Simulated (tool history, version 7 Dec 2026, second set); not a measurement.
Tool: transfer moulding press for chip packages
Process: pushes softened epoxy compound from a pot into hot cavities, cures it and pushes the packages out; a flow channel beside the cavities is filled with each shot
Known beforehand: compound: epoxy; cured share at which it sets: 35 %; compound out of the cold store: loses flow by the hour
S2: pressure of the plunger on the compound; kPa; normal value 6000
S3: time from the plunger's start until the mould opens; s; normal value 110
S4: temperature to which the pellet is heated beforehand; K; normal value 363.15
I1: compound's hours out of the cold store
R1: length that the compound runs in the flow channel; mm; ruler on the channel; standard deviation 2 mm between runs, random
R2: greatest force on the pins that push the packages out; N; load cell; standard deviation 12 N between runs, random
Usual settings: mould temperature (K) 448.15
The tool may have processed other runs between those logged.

{"run": 1, "hour": 0.0, "mould temperature (K)": 448.15, "S2": 6000, "S3": 110, "S4": 363.15, "I1": 18.7, "R1": 682, "R2": 772}
{"run": 2, "hour": 4.2, "mould temperature (K)": 448.15, "S2": 6000, "S3": 110, "S4": 363.15, "I1": 14.1, "R1": 692, "R2": 780}
{"run": 3, "hour": 9.6, "mould temperature (K)": 448.15, "S2": 6000, "S3": 110, "S4": 363.15, "I1": 22.6, "R1": 676, "R2": 773}
{"run": 4, "hour": 14.6, "mould temperature (K)": 448.15, "S2": 6000, "S3": 110, "S4": 363.15, "I1": 12.7, "R1": 697, "R2": 803}
{"run": 5, "hour": 21.5, "mould temperature (K)": 448.15, "S2": 6000, "S3": 110, "S4": 363.15, "I1": 26.8, "R1": 675, "R2": 835}
{"run": 6, "hour": 27.7, "mould temperature (K)": 448.15, "S2": 6000, "S3": 110, "S4": 363.15, "I1": 47.5, "R1": 635, "R2": 843}
{"run": 7, "hour": 34.4, "mould temperature (K)": 448.15, "S2": 6000, "S3": 110, "S4": 363.15, "I1": 12.0, "R1": 688, "R2": 912}
{"hour": 39.4, "done": "cavities cleaned with cleaning compound and waxed"}
{"run": 8, "hour": 42.4, "mould temperature (K)": 450.15, "S2": 6000, "S3": 110, "S4": 363.15, "I1": 31.1, "R1": 654, "R2": 516}
{"run": 9, "hour": 48.4, "mould temperature (K)": 450.15, "S2": 6000, "S3": 110, "S4": 363.15, "I1": 26.3, "R1": 664, "R2": 559}
{"run": 10, "hour": 58.2, "mould temperature (K)": 448.15, "S2": 4930, "S3": 110, "S4": 363.15, "I1": 31.9, "R1": 595, "R2": 688}
{"run": 11, "hour": 65.2, "mould temperature (K)": 448.15, "S2": 6490, "S3": 110, "S4": 363.15, "I1": 43.4, "R1": 662, "R2": 723}
{"run": 12, "hour": 71.1, "mould temperature (K)": 448.15, "S2": 6000, "S3": 110, "S4": 363.15, "I1": 43.2, "R1": 638, "R2": 728}
{"run": 13, "hour": 79.9, "mould temperature (K)": 448.15, "S2": 6000, "S3": 110, "S4": 363.15, "I1": 30.6, "R1": 659, "R2": 814}
{"run": 14, "hour": 85.6, "mould temperature (K)": 448.15, "S2": 6000, "S3": 110, "S4": 363.15, "I1": 42.2, "R1": 643, "R2": 813}
{"run": 15, "hour": 94.0, "mould temperature (K)": 443.15, "S2": 6000, "S3": 110, "S4": 363.15, "I1": 47.9, "R1": 647, "R2": 1156}
{"run": 16, "hour": 102.4, "mould temperature (K)": 447.15, "S2": 5740, "S3": 101, "S4": 363.15, "I1": 26.2, "R1": 646, "R2": 1153}
{"hour": 105.4, "done": "cavities cleaned with cleaning compound and waxed"}
{"run": 17, "hour": 108.3, "mould temperature (K)": 448.15, "S2": 6730, "S3": 110, "S4": 356.15, "I1": 38.8, "R1": 681, "R2": 560}
{"run": 18, "hour": 117.4, "mould temperature (K)": 448.15, "S2": 5160, "S3": 105, "S4": 361.15, "I1": 43.9, "R1": 587, "R2": 683}
{"run": 19, "hour": 123.5, "mould temperature (K)": 448.15, "S2": 6000, "S3": 131, "S4": 363.15, "I1": 11.8, "R1": 683, "R2": 513}
{"run": 20, "hour": 128.6, "mould temperature (K)": 450.15, "S2": 4640, "S3": 102, "S4": 363.15, "I1": 19.1, "R1": 589, "R2": 714}
{"run": 21, "hour": 138.6, "mould temperature (K)": 454.15, "S2": 6000, "S3": 126, "S4": 363.15, "I1": 37.1, "R1": 628, "R2": 540}
{"run": 22, "hour": 148.0, "mould temperature (K)": 454.15, "S2": 6000, "S3": 126, "S4": 362.15, "I1": 8.6, "R1": 673, "R2": 573}
{"run": 23, "hour": 152.1, "mould temperature (K)": 454.15, "S2": 6000, "S3": 126, "S4": 362.15, "I1": 47.6, "R1": 615, "R2": 604}
{"run": 24, "hour": 159.1, "mould temperature (K)": 454.15, "S2": 6000, "S3": 126, "S4": 362.15, "I1": 21.6, "R1": 649, "R2": 610}
{"run": 25, "hour": 166.2, "mould temperature (K)": 454.15, "S2": 6000, "S3": 126, "S4": 362.15, "I1": 35.3, "R1": 626, "R2": 621}
{"hour": 171.0, "done": "cavities cleaned with cleaning compound and waxed"}
{"run": 26, "hour": 175.9, "mould temperature (K)": 454.15, "S2": 6000, "S3": 126, "S4": 362.15, "I1": 14.5, "R1": 662, "R2": 413}
{"run": 27, "hour": 179.9, "mould temperature (K)": 447.15, "S2": 7110, "S3": 110, "S4": 357.15, "I1": 21.2, "R1": 729, "R2": 651}
{"run": 28, "hour": 187.6, "mould temperature (K)": 447.15, "S2": 7110, "S3": 110, "S4": 372.15, "I1": 45.2, "R1": 686, "R2": 663}
{"run": 29, "hour": 193.4, "mould temperature (K)": 447.15, "S2": 7110, "S3": 110, "S4": 372.15, "I1": 15.6, "R1": 731, "R2": 733}

Here are 3 independent what-if runs from the current tool condition. What would each one return?
{"run": "A", "hour": 203.3, "mould temperature (K)": 447.15, "S2": 7110, "S3": 110, "S4": 371.15, "I1": 47.5, "R1": "?", "R2": "?"}
{"run": "B", "hour": 203.3, "mould temperature (K)": 448.15, "S2": 6000, "S3": 103, "S4": 366.15, "I1": 16.1, "R1": "?", "R2": "?"}
{"run": "C", "hour": 203.3, "mould temperature (K)": 455.15, "S2": 6000, "S3": 134, "S4": 360.15, "I1": 35.1, "R1": "?", "R2": "?"}

run=A R1=685 R2=742
run=B R1=674 R2=847
run=C R1=627 R2=534
With the hidden condition removed and each run's random variation left untouched, the same runs would have given:
run=A R1=722 R2=531
run=B R1=710 R2=610
run=C R1=661 R2=371

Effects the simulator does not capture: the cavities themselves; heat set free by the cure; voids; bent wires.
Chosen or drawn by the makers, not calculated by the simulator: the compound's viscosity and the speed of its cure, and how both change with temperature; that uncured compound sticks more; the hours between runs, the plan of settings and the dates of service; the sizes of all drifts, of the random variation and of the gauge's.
